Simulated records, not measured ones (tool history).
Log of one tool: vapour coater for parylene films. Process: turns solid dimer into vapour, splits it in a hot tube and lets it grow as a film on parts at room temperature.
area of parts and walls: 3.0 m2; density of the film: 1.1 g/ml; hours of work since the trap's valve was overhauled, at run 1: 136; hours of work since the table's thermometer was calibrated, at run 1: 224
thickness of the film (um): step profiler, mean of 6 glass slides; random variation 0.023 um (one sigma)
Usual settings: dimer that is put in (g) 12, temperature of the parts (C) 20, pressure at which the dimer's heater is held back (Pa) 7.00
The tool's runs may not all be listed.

run	hour	dimer that is put in (g)	temperature of the parts (C)	pressure at which the dimer's heater is held back (Pa)	hours of work since the trap's valve was overhauled	hours of work since the table's thermometer was calibrated	thickness of the film (um)
1	0.0	12	20	7.00	136	224	2.38
2	13.9	12	20	7.00	147	235	2.33
3	32.9	12	20	7.00	162	250	2.30
4	52.0	17	20	7.00	177	265	3.29
5	72.0	17	20	7.00	192	281	3.21
6	92.1	17	20	7.00	208	297	3.23
7	123.6	12	20	7.00	233	321	2.23
8	154.4	12	22	7.00	257	345	2.12
# hour 160.9: trap's valve overhauled
9	185.1	12	22	7.00	19	366	2.39
10	211.5	8	14	4.42	40	387	1.90
11	227.0	12	14	8.57	52	399	2.75
12	241.5	12	22	5.18	63	411	2.40
13	258.9	12	22	5.18	77	424	2.35
14	286.0	6	14	7.00	98	445	1.35
15	320.1	12	20	3.23	125	472	2.46

3 ways to go on from here, each from the tool as it stands after run 15. What would each give?
A	350.5	15	13	5.53	149	496	?
B	350.5	22	28	4.06	149	496	?
C	350.5	6	29	3.23	149	496	?

run	thickness of the film (um)
A	3.46
B	3.65
C	0.98
Without the tool's hidden state the same runs would have given:
run	thickness of the film (um)
A	3.80
B	4.01
C	1.08
